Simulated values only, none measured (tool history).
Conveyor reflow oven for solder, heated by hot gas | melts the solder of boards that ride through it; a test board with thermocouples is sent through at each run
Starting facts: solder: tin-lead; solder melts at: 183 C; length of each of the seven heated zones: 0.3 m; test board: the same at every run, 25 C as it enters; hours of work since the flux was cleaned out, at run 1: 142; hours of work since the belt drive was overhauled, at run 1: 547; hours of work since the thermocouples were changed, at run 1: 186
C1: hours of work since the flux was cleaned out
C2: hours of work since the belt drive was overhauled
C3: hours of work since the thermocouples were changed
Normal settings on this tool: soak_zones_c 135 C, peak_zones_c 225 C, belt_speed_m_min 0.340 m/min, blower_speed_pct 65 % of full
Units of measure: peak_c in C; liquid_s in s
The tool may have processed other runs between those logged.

run 1 hour=0.0 | soak_zones_c=135 peak_zones_c=225 belt_speed_m_min=0.340 blower_speed_pct=65 | C1=142 C2=547 C3=186 | peak_c=208.9 liquid_s=67.5
run 2 hour=23.6 | soak_zones_c=135 peak_zones_c=225 belt_speed_m_min=0.340 blower_speed_pct=65 | C1=151 C2=557 C3=195 | peak_c=209.3 liquid_s=69.5
run 3 hour=40.9 | soak_zones_c=135 peak_zones_c=225 belt_speed_m_min=0.340 blower_speed_pct=65 | C1=158 C2=564 C3=203 | peak_c=209.3 liquid_s=68.1
run 4 hour=54.4 | soak_zones_c=135 peak_zones_c=225 belt_speed_m_min=0.340 blower_speed_pct=65 | C1=164 C2=570 C3=208 | peak_c=209.8 liquid_s=69.1
run 5 hour=76.0 | soak_zones_c=135 peak_zones_c=225 belt_speed_m_min=0.340 blower_speed_pct=65 | C1=173 C2=579 C3=217 | peak_c=209.4 liquid_s=69.0
run 6 hour=91.8 | soak_zones_c=135 peak_zones_c=225 belt_speed_m_min=0.340 blower_speed_pct=77 | C1=179 C2=585 C3=224 | peak_c=210.6 liquid_s=72.0
run 7 hour=109.6 | soak_zones_c=135 peak_zones_c=225 belt_speed_m_min=0.340 blower_speed_pct=77 | C1=187 C2=593 C3=231 | peak_c=211.4 liquid_s=72.6
run 8 hour=128.2 | soak_zones_c=135 peak_zones_c=225 belt_speed_m_min=0.314 blower_speed_pct=77 | C1=194 C2=600 C3=239 | peak_c=212.7 liquid_s=82.3
run 9 hour=152.5 | soak_zones_c=135 peak_zones_c=225 belt_speed_m_min=0.340 blower_speed_pct=65 | C1=204 C2=610 C3=249 | peak_c=208.4 liquid_s=69.0
run 10 hour=166.4 | soak_zones_c=135 peak_zones_c=225 belt_speed_m_min=0.340 blower_speed_pct=65 | C1=210 C2=616 C3=254 | peak_c=208.8 liquid_s=69.6
run 11 hour=181.6 | soak_zones_c=146 peak_zones_c=225 belt_speed_m_min=0.340 blower_speed_pct=65 | C1=216 C2=622 C3=261 | peak_c=211.0 liquid_s=76.7
-- hour=193.7 flux residue cleaned out of gas plates and filters
run 12 hour=203.4 | soak_zones_c=146 peak_zones_c=225 belt_speed_m_min=0.340 blower_speed_pct=65 | C1=4 C2=629 C3=267 | peak_c=212.4 liquid_s=79.7
run 13 hour=222.3 | soak_zones_c=146 peak_zones_c=225 belt_speed_m_min=0.340 blower_speed_pct=65 | C1=12 C2=637 C3=275 | peak_c=212.9 liquid_s=79.8
run 14 hour=241.7 | soak_zones_c=146 peak_zones_c=225 belt_speed_m_min=0.340 blower_speed_pct=65 | C1=20 C2=645 C3=283 | peak_c=212.1 liquid_s=80.7
run 15 hour=260.1 | soak_zones_c=135 peak_zones_c=225 belt_speed_m_min=0.340 blower_speed_pct=65 | C1=27 C2=653 C3=291 | peak_c=210.7 liquid_s=71.3
run 16 hour=274.6 | soak_zones_c=135 peak_zones_c=225 belt_speed_m_min=0.340 blower_speed_pct=65 | C1=33 C2=659 C3=297 | peak_c=211.4 liquid_s=71.9
run 17 hour=286.4 | soak_zones_c=135 peak_zones_c=225 belt_speed_m_min=0.340 blower_speed_pct=65 | C1=38 C2=663 C3=302 | peak_c=210.0 liquid_s=70.1
run 18 hour=299.5 | soak_zones_c=135 peak_zones_c=236 belt_speed_m_min=0.340 blower_speed_pct=65 | C1=44 C2=669 C3=307 | peak_c=221.2 liquid_s=80.7
run 19 hour=324.2 | soak_zones_c=135 peak_zones_c=226 belt_speed_m_min=0.406 blower_speed_pct=65 | C1=54 C2=679 C3=317 | peak_c=206.3 liquid_s=52.1
run 20 hour=337.6 | soak_zones_c=121 peak_zones_c=219 belt_speed_m_min=0.288 blower_speed_pct=73 | C1=59 C2=685 C3=323 | peak_c=208.9 liquid_s=77.2
run 21 hour=358.0 | soak_zones_c=121 peak_zones_c=219 belt_speed_m_min=0.288 blower_speed_pct=73 | C1=68 C2=693 C3=331 | peak_c=209.6 liquid_s=78.5
run 22 hour=370.9 | soak_zones_c=135 peak_zones_c=227 belt_speed_m_min=0.340 blower_speed_pct=65 | C1=73 C2=698 C3=337 | peak_c=211.8 liquid_s=73.6
run 23 hour=385.2 | soak_zones_c=139 peak_zones_c=237 belt_speed_m_min=0.327 blower_speed_pct=78 | C1=79 C2=704 C3=342 | peak_c=224.5 liquid_s=91.8
run 24 hour=398.6 | soak_zones_c=139 peak_zones_c=237 belt_speed_m_min=0.327 blower_speed_pct=78 | C1=84 C2=710 C3=348 | peak_c=225.6 liquid_s=92.8
run 25 hour=420.9 | soak_zones_c=139 peak_zones_c=237 belt_speed_m_min=0.327 blower_speed_pct=78 | C1=94 C2=719 C3=357 | peak_c=224.0 liquid_s=92.0
run 26 hour=431.8 | soak_zones_c=139 peak_zones_c=237 belt_speed_m_min=0.327 blower_speed_pct=78 | C1=98 C2=723 C3=362 | peak_c=224.6 liquid_s=91.9
run 27 hour=455.7 | soak_zones_c=139 peak_zones_c=224 belt_speed_m_min=0.327 blower_speed_pct=78 | C1=108 C2=733 C3=371 | peak_c=212.2 liquid_s=79.9
run 28 hour=468.5 | soak_zones_c=139 peak_zones_c=231 belt_speed_m_min=0.327 blower_speed_pct=78 | C1=113 C2=739 C3=377 | peak_c=219.6 liquid_s=88.2
run 29 hour=479.8 | soak_zones_c=135 peak_zones_c=225 belt_speed_m_min=0.340 blower_speed_pct=65 | C1=118 C2=743 C3=381 | peak_c=210.7 liquid_s=69.8
run 30 hour=498.4 | soak_zones_c=135 peak_zones_c=225 belt_speed_m_min=0.340 blower_speed_pct=63 | C1=126 C2=751 C3=389 | peak_c=209.8 liquid_s=69.9
run 31 hour=517.8 | soak_zones_c=137 peak_zones_c=225 belt_speed_m_min=0.340 blower_speed_pct=65 | C1=134 C2=759 C3=397 | peak_c=210.5 liquid_s=72.2

4 ways to go on from here, each from the tool as it stands after run 31. What would each give?
run A hour=531.0 | soak_zones_c=146 peak_zones_c=217 belt_speed_m_min=0.297 blower_speed_pct=65 | C1=139 C2=764 C3=403 | peak_c=? liquid_s=?
run B hour=531.0 | soak_zones_c=135 peak_zones_c=225 belt_speed_m_min=0.281 blower_speed_pct=65 | C1=139 C2=764 C3=403 | peak_c=? liquid_s=?
run C hour=531.0 | soak_zones_c=135 peak_zones_c=231 belt_speed_m_min=0.278 blower_speed_pct=65 | C1=139 C2=764 C3=403 | peak_c=? liquid_s=?
run D hour=531.0 | soak_zones_c=124 peak_zones_c=225 belt_speed_m_min=0.340 blower_speed_pct=65 | C1=139 C2=764 C3=403 | peak_c=? liquid_s=?

run=A peak_c=208.2 liquid_s=87.8
run=B peak_c=215.3 liquid_s=95.6
run=C peak_c=220.4 liquid_s=103.7
run=D peak_c=207.8 liquid_s=62.6
With no hidden state in the tool, these same runs would have given:
run=A peak_c=208.6 liquid_s=88.1
run=B peak_c=215.8 liquid_s=95.7
run=C peak_c=221.0 liquid_s=103.5
run=D peak_c=208.6 liquid_s=63.5
